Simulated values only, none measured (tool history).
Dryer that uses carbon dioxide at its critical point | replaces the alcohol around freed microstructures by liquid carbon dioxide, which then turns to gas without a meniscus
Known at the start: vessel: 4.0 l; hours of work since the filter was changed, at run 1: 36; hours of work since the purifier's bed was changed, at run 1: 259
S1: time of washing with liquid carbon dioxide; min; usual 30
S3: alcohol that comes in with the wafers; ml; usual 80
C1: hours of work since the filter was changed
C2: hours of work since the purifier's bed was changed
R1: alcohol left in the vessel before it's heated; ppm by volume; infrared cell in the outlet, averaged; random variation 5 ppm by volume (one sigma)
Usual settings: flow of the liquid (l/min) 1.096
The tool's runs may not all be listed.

run 1 hour=0 | S1=30 flow_of_the_liquid_(l/min)=1.096 S3=80 | C1=36 C2=259 | R1=107
run 2 hour=8.8 | S1=30 flow_of_the_liquid_(l/min)=1.096 S3=80 | C1=42 C2=265 | R1=112
run 3 hour=14.7 | S1=30 flow_of_the_liquid_(l/min)=1.096 S3=80 | C1=46 C2=269 | R1=110
run 4 hour=26.5 | S1=29 flow_of_the_liquid_(l/min)=1.096 S3=80 | C1=54 C2=277 | R1=128
run 5 hour=31.9 | S1=30 flow_of_the_liquid_(l/min)=1.096 S3=80 | C1=58 C2=281 | R1=125
run 6 hour=41.6 | S1=30 flow_of_the_liquid_(l/min)=1.096 S3=80 | C1=64 C2=288 | R1=122
run 7 hour=52.3 | S1=30 flow_of_the_liquid_(l/min)=1.096 S3=80 | C1=72 C2=295 | R1=121
run 8 hour=60 | S1=30 flow_of_the_liquid_(l/min)=1.096 S3=80 | C1=77 C2=300 | R1=120
run 9 hour=65.2 | S1=30 flow_of_the_liquid_(l/min)=1.096 S3=80 | C1=81 C2=304 | R1=117
run 10 hour=70.7 | S1=30 flow_of_the_liquid_(l/min)=0.81 S3=80 | C1=84 C2=308 | R1=236
run 11 hour=78.2 | S1=33 flow_of_the_liquid_(l/min)=1.096 S3=80 | C1=89 C2=313 | R1=123
run 12 hour=83.7 | S1=33 flow_of_the_liquid_(l/min)=1.096 S3=80 | C1=93 C2=316 | R1=117
run 13 hour=94.9 | S1=33 flow_of_the_liquid_(l/min)=1.096 S3=80 | C1=101 C2=324 | R1=123
run 14 hour=101.8 | S1=33 flow_of_the_liquid_(l/min)=1.096 S3=80 | C1=106 C2=329 | R1=135
run 15 hour=109.7 | S1=30 flow_of_the_liquid_(l/min)=1.096 S3=80 | C1=111 C2=334 | R1=133
run 16 hour=116.9 | S1=30 flow_of_the_liquid_(l/min)=1.096 S3=78 | C1=116 C2=339 | R1=137
run 17 hour=126.2 | S1=30 flow_of_the_liquid_(l/min)=1.096 S3=39 | C1=122 C2=346 | R1=124
run 18 hour=137.9 | S1=30 flow_of_the_liquid_(l/min)=1.096 S3=64 | C1=130 C2=354 | R1=141
run 19 hour=149.9 | S1=30 flow_of_the_liquid_(l/min)=1.07 S3=80 | C1=139 C2=362 | R1=152
run 20 hour=157 | S1=30 flow_of_the_liquid_(l/min)=1.07 S3=80 | C1=143 C2=367 | R1=162
run 21 hour=164.2 | S1=30 flow_of_the_liquid_(l/min)=1.07 S3=80 | C1=148 C2=372 | R1=156
run 22 hour=171.2 | S1=30 flow_of_the_liquid_(l/min)=1.07 S3=80 | C1=153 C2=376 | R1=155
run 23 hour=182 | S1=47 flow_of_the_liquid_(l/min)=1.77 S3=45 | C1=160 C2=384 | R1=135
run 24 hour=193.6 | S1=47 flow_of_the_liquid_(l/min)=1.77 S3=45 | C1=168 C2=392 | R1=131
run 25 hour=202.5 | S1=47 flow_of_the_liquid_(l/min)=1.77 S3=45 | C1=175 C2=398 | R1=133
run 26 hour=209.2 | S1=24 flow_of_the_liquid_(l/min)=0.78 S3=70 | C1=179 C2=402 | R1=512
run 27 hour=215.6 | S1=19 flow_of_the_liquid_(l/min)=1.096 S3=34 | C1=183 C2=407 | R1=257
run 28 hour=221.3 | S1=44 flow_of_the_liquid_(l/min)=1.096 S3=25 | C1=187 C2=411 | R1=149
run 29 hour=231.8 | S1=30 flow_of_the_liquid_(l/min)=1.86 S3=36 | C1=195 C2=418 | R1=151
run 30 hour=242.1 | S1=46 flow_of_the_liquid_(l/min)=1.21 S3=46 | C1=202 C2=425 | R1=159
run 31 hour=249.6 | S1=19 flow_of_the_liquid_(l/min)=1.1 S3=80 | C1=207 C2=430 | R1=418
run 32 hour=259.8 | S1=27 flow_of_the_liquid_(l/min)=1.27 S3=80 | C1=214 C2=437 | R1=161
run 33 hour=265.2 | S1=19 flow_of_the_liquid_(l/min)=1.15 S3=23 | C1=217 C2=441 | R1=216
run 34 hour=272.2 | S1=28 flow_of_the_liquid_(l/min)=1.18 S3=23 | C1=222 C2=445 | R1=167
run 35 hour=277.9 | S1=36 flow_of_the_liquid_(l/min)=1.26 S3=20 | C1=226 C2=449 | R1=152
run 36 hour=285.5 | S1=36 flow_of_the_liquid_(l/min)=1.26 S3=20 | C1=231 C2=455 | R1=158
run 37 hour=292.8 | S1=30 flow_of_the_liquid_(l/min)=0.66 S3=42 | C1=236 C2=459 | R1=369
run 38 hour=298.9 | S1=30 flow_of_the_liquid_(l/min)=0.76 S3=52 | C1=240 C2=464 | R1=288
run 39 hour=304.9 | S1=30 flow_of_the_liquid_(l/min)=1.096 S3=33 | C1=245 C2=468 | R1=177
run 40 hour=311.1 | S1=30 flow_of_the_liquid_(l/min)=1.096 S3=33 | C1=249 C2=472 | R1=180
run 41 hour=317.1 | S1=30 flow_of_the_liquid_(l/min)=0.69 S3=104 | C1=253 C2=476 | R1=571
run 42 hour=323.1 | S1=23 flow_of_the_liquid_(l/min)=1.096 S3=80 | C1=257 C2=480 | R1=287
run 43 hour=328.3 | S1=26 flow_of_the_liquid_(l/min)=1.33 S3=38 | C1=261 C2=484 | R1=179
run 44 hour=340.3 | S1=41 flow_of_the_liquid_(l/min)=0.95 S3=107 | C1=269 C2=492 | R1=183

Hidden state or all else? Some run-to-run changes of R1, split into what the settings, what came in and random variation would give without the hidden state, and what is left for the hidden state (with any gauge scatter that isn't in both results):
The hidden state here: flow that reaches the vessel past the clogged filter, %; alcohol in the recycled carbon dioxide, ppm; drift of the gauge itself on alcohol_ppm, %.
Run 25 -> 26: S1 47 -> 24, flow of the liquid (l/min) 1.77 -> 0.78, S3 45 -> 70. R1 +379 ppm by volume: hidden state +64, all else +315.
Run 30 -> 31: S1 46 -> 19, flow of the liquid (l/min) 1.21 -> 1.1, S3 46 -> 80. R1 +259 ppm by volume: hidden state +57, all else +202.
Run 40 -> 41: flow of the liquid (l/min) 1.096 -> 0.69, S3 33 -> 104. R1 +391 ppm by volume: hidden state +89, all else +302.
Run 41 -> 42: S1 30 -> 23, flow of the liquid (l/min) 0.69 -> 1.096, S3 104 -> 80. R1 -284 ppm by volume: hidden state -56, all else -228.
